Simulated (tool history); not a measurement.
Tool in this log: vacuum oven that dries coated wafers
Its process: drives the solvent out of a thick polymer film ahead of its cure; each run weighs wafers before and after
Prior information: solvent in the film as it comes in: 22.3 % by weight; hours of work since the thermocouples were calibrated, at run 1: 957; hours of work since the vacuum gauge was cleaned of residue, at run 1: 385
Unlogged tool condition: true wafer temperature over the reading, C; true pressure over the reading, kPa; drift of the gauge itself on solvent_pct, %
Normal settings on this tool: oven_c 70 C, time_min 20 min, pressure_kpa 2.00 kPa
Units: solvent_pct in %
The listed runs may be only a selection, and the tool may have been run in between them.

run   hour  oven_c  time_min  pressure_kpa  hours of work since the thermocouples were calibrated  hours of work since the vacuum gauge was cleaned of residue  solvent_pct
  1    0.0      70        20          2.00                                                    957                                                          385         4.17
  2   18.4      70        20          2.00                                                    971                                                          399         4.19
  3   38.6      70        20          2.00                                                    987                                                          415         4.10
      57.4  -- oven's thermocouples calibrated
  4   58.7      70        20          2.00                                                      1                                                          429         4.32
  5   75.1      70        20          2.00                                                     14                                                          441         4.33
  6   95.4      70        20          2.00                                                     30                                                          457         4.31
  7  108.0      70        20          2.00                                                     39                                                          467         4.32
  8  117.2      70        20          2.00                                                     46                                                          474         4.31
  9  130.1      70        20          2.00                                                     56                                                          484         4.33
 10  141.1      70        20          2.00                                                     65                                                          493         4.35
 11  149.5      70        20          2.00                                                     71                                                          499         4.32
 12  165.7      70        20          2.00                                                     84                                                          512         4.29
 13  182.0      70        20          2.00                                                     97                                                          524         4.28
 14  193.5      70        20          2.00                                                    106                                                          533         4.37
 15  201.9      70        20          2.00                                                    112                                                          540         4.31
 16  213.1      55        19          2.00                                                    121                                                          548        11.23
 17  223.0      79        29          2.00                                                    129                                                          556         0.86
 18  242.0      63        18          2.22                                                    143                                                          571         8.18
 19  251.5      60        13          2.22                                                    151                                                          578        11.28
 20  268.8      66        30          2.22                                                    164                                                          592         3.80
 21  282.3      83        20          2.00                                                    175                                                          602         0.99
 22  301.1      78        17          3.57                                                    189                                                          617         2.79
 23  319.3      78        17          3.57                                                    203                                                          631         2.83
 24  331.3      70        31          1.81                                                    213                                                          640         2.20
 25  350.9      85        25          5.87                                                    228                                                          655         1.36
 26  367.0      60        11          2.75                                                    240                                                          668        12.32
 27  380.0      60        11          2.75                                                    250                                                          678        12.28
 28  397.2      60        11          2.75                                                    264                                                          691        12.32
 29  410.2      65        15          1.32                                                    274                                                          701         8.02
 30  425.4      70        10          6.94                                                    286                                                          713         9.80

Forecast each of these 3 alternatives for the next run:
  A  438.9      75        21          5.87                                                    296                                                          724            ?
  B  438.9      69        33          2.00                                                    296                                                          724            ?
  C  438.9      77        25          5.02                                                    296                                                          724            ?

run  solvent_pct
  A         3.48
  B         2.34
  C         2.24
Without the tool's hidden state the same runs would have given:
run  solvent_pct
  A         3.55
  B         2.36
  C         2.26

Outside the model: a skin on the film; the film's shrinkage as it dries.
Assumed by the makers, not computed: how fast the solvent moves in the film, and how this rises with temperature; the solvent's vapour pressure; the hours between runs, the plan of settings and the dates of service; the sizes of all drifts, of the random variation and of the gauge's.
